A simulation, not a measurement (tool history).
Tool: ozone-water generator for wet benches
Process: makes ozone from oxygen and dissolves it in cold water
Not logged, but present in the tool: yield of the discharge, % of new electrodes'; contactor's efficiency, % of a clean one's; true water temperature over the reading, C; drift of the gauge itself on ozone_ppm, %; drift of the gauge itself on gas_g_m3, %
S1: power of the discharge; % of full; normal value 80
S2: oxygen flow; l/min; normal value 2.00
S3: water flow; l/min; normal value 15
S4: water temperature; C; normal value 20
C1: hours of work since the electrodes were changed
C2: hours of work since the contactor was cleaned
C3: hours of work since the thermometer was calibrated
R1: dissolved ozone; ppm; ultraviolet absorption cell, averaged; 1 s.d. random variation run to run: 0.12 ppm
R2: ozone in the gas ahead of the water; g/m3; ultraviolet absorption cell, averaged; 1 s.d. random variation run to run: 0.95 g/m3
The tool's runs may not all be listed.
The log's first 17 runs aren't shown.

run,day,S1,S2,S3,S4,C1,C2,C3,R1,R2
18,101.988,82,1.49,13,20,6659,3184,2073,10.8,191.0
19,110.488,98,2.01,11,25,6831,3357,2246,14.4,195.8
20,116.221,98,2.01,11,27,6948,3474,2362,14.0,195.0
21,124.608,98,2.01,11,27,7118,3644,2533,14.0,196.2
22,128.567,100,1.21,17,18,7199,3725,2613,9.3,252.6
23,135.908,100,1.21,17,18,7348,3874,2763,9.1,252.7
24,140.438,74,1.07,17,17,7440,3966,2855,6.7,204.2
25,146.442,74,1.07,17,17,7562,4088,2977,6.9,204.9
26,152.158,74,1.07,17,17,7678,4204,3093,6.7,203.1
27,158.542,51,1.80,15,20,7808,4334,3223,6.3,113.3
28,164.946,51,2.05,11,20,7938,4464,3353,8.5,107.1
29,171.729,60,2.00,15,17,8076,4602,3491,7.8,125.2
30,175.400,80,2.00,13,23,8151,4676,3565,10.5,164.7

Predict each of these 4 candidate next runs independently; none follows another, all start after run 30:
A,181.958,80,1.78,15,28,8284,4810,3699,?,?
B,181.958,80,2.99,15,20,8284,4810,3699,?,?
C,181.958,80,2.00,15,20,8284,4810,3699,?,?
D,181.958,50,2.00,20,23,8284,4810,3699,?,?

run,R1,R2
A,8.8,172.5
B,10.4,137.6
C,9.8,164.7
D,4.9,107.5
Had the tool no hidden state, the same runs would have come out as:
run,R1,R2
A,8.8,168.6
B,10.4,134.5
C,9.8,160.9
D,4.9,105.0
